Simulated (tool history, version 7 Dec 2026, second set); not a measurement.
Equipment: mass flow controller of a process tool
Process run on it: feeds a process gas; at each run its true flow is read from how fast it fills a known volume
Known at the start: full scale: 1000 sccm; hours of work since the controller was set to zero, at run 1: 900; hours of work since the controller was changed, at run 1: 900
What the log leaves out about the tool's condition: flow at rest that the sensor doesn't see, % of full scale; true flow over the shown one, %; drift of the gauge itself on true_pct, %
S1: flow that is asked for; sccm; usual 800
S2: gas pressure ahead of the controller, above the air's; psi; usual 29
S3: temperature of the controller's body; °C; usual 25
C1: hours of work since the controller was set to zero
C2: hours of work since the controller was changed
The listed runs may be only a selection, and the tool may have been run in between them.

Run 1, hour 0: usual settings; C1 900; C2 900. Result: true flow (%) 99.8.
Run 2, hour 101.1: usual settings but S3 20 °C; C1 949; C2 949. Result: true flow (%) 99.6.
Run 3, hour 191.4: usual settings but S3 20 °C; C1 992; C2 992. Result: true flow (%) 99.54.
Run 4, hour 270.8: usual settings but S3 20 °C; C1 1030; C2 1030. Result: true flow (%) 99.56.
Run 5, hour 338.1: usual settings; C1 1063; C2 1063. Result: true flow (%) 99.67.
Run 6, hour 453.3: usual settings; C1 1118; C2 1118. Result: true flow (%) 99.63.
Run 7, hour 523.4: usual settings but S1 342 sccm; C1 1152; C2 1152. Result: true flow (%) 99.1.
Run 8, hour 594.6: usual settings but S1 342 sccm, S3 35 °C; C1 1186; C2 1186. Result: true flow (%) 99.39.
Run 9, hour 659.4: usual settings but S1 342 sccm, S3 35 °C; C1 1218; C2 1218. Result: true flow (%) 99.2.
Run 10, hour 727.3: usual settings but S1 342 sccm, S3 35 °C; C1 1250; C2 1250. Result: true flow (%) 99.28.
Run 11, hour 825.6: usual settings but S1 342 sccm, S3 35 °C; C1 1298; C2 1298. Result: true flow (%) 99.25.
Run 12, hour 935.7: usual settings but S1 250 sccm; C1 1351; C2 1351. Result: true flow (%) 98.99.
Run 13, hour 1015.4: usual settings but S1 250 sccm; C1 1389; C2 1389. Result: true flow (%) 98.73.
Run 14, hour 1068.2: usual settings but S1 250 sccm; C1 1415; C2 1415. Result: true flow (%) 98.72.
Run 15, hour 1133.6: usual settings but S1 250 sccm; C1 1446; C2 1446. Result: true flow (%) 98.72.
Run 16, hour 1206.5: usual settings but S1 250 sccm, S2 30.9 psi; C1 1482; C2 1482. Result: true flow (%) 98.92.
Run 17, hour 1284.5: usual settings; C1 1519; C2 1519. Result: true flow (%) 99.29.
Run 18, hour 1400.7: usual settings; C1 1575; C2 1575. Result: true flow (%) 99.08.
Run 19, hour 1513.4: usual settings; C1 1630; C2 1630. Result: true flow (%) 99.04.
Run 20, hour 1571.5: usual settings; C1 1657; C2 1657. Result: true flow (%) 99.01.
Run 21, hour 1684.5: usual settings; C1 1712; C2 1712. Result: true flow (%) 98.97.
Run 22, hour 1734.1: usual settings; C1 1736; C2 1736. Result: true flow (%) 99.06.
Run 23, hour 1813.4: usual settings; C1 1774; C2 1774. Result: true flow (%) 98.81.
Run 24, hour 1921.8: usual settings; C1 1826; C2 1826. Result: true flow (%) 98.93.
Run 25, hour 1990.7: usual settings but S1 125 sccm, S3 21 °C; C1 1860; C2 1860. Result: true flow (%) 98.12.
Run 26, hour 2079.4: usual settings but S1 587 sccm, S2 37.1 psi, S3 21 °C; C1 1902; C2 1902. Result: true flow (%) 98.87.
At hour 2132.6: gauge calibrated.
Run 27, hour 2181.3: usual settings but S1 587 sccm, S2 37.1 psi, S3 21 °C; C1 1952; C2 1952. Result: true flow (%) 99.77.
Run 28, hour 2233.2: usual settings but S1 587 sccm, S2 37.1 psi, S3 21 °C; C1 1977; C2 1977. Result: true flow (%) 99.82.
Run 29, hour 2329.4: usual settings but S2 27.7 psi; C1 2023; C2 2023. Result: true flow (%) 99.61.
Run 30, hour 2444.3: usual settings but S1 772 sccm, S2 21.9 psi, S3 29 °C; C1 2078; C2 2078. Result: true flow (%) 99.56.
Run 31, hour 2517.5: usual settings but S1 772 sccm, S2 36.5 psi, S3 29 °C; C1 2114; C2 2114. Result: true flow (%) 99.87.
Run 32, hour 2615.6: usual settings but S2 38.4 psi, S3 26 °C; C1 2161; C2 2161. Result: true flow (%) 99.89.
Run 33, hour 2702.7: usual settings but S1 322 sccm, S3 38 °C; C1 2203; C2 2203. Result: true flow (%) 99.42.
Run 34, hour 2767.6: usual settings but S1 322 sccm, S3 38 °C; C1 2234; C2 2234. Result: true flow (%) 99.37.
Run 35, hour 2865.8: usual settings but S1 385 sccm, S3 32 °C; C1 2282; C2 2282. Result: true flow (%) 99.15.
Run 36, hour 2943.6: usual settings but S1 218 sccm, S2 34.1 psi, S3 26 °C; C1 2319; C2 2319. Result: true flow (%) 99.12.
Run 37, hour 3012.8: usual settings but S1 218 sccm, S2 31.2 psi, S3 28 °C; C1 2352; C2 2352. Result: true flow (%) 98.9.
Run 38, hour 3062.3: usual settings but S1 254 sccm, S2 24.2 psi, S3 29 °C; C1 2376; C2 2376. Result: true flow (%) 98.89.
Run 39, hour 3112.1: usual settings but S1 254 sccm, S2 24.2 psi, S3 29 °C; C1 2400; C2 2400. Result: true flow (%) 98.93.
Run 40, hour 3161.7: usual settings but S1 154 sccm, S2 34.8 psi, S3 36 °C; C1 2424; C2 2424. Result: true flow (%) 99.12.
Run 41, hour 3280.2: usual settings but S1 396 sccm, S2 34.8 psi, S3 30 °C; C1 2481; C2 2481. Result: true flow (%) 99.22.
Run 42, hour 3353.5: usual settings but S1 645 sccm, S2 20.5 psi; C1 2517; C2 2517. Result: true flow (%) 98.67.
Run 43, hour 3430.9: usual settings but S1 985 sccm, S2 36.4 psi; C1 2554; C2 2554. Result: true flow (%) 99.56.
Run 44, hour 3539.6: usual settings but S1 103 sccm, S2 32.1 psi, S3 33 °C; C1 2606; C2 2606. Result: true flow (%) 98.75.
Run 45, hour 3646.8: usual settings but S1 624 sccm, S3 23 °C; C1 2658; C2 2658. Result: true flow (%) 98.82.
Run 46, hour 3727.6: usual settings but S2 20.9 psi, S3 29 °C; C1 2697; C2 2697. Result: true flow (%) 99.
Run 47, hour 3810.4: usual settings but S2 20.9 psi, S3 34 °C; C1 2737; C2 2737. Result: true flow (%) 98.97.

What would each run have given without the hidden state, its run-to-run variation left as it was?
run  true flow (%)
  1           99.8
  2          99.64
  3          99.64
  4          99.69
  5          99.84
  6          99.85
  7          99.35
  8          99.67
  9          99.52
 10          99.63
 11          99.65
 12          99.44
 13          99.22
 14          99.24
 15          99.27
 16           99.5
 17          99.91
 18          99.75
 19          99.77
 20          99.77
 21          99.79
 22           99.9
 23          99.68
 24          99.85
 25          99.09
 26          99.88
 27          99.79
 28          99.87
 29           99.7
 30          99.71
 31         100.06
 32         100.13
 33           99.7
 34          99.68
 35          99.51
 36          99.52
 37          99.33
 38          99.34
 39          99.41
 40          99.63
 41          99.78
 42          99.26
 43         100.18
 44          99.45
 45          99.55
 46          99.77
 47          99.78
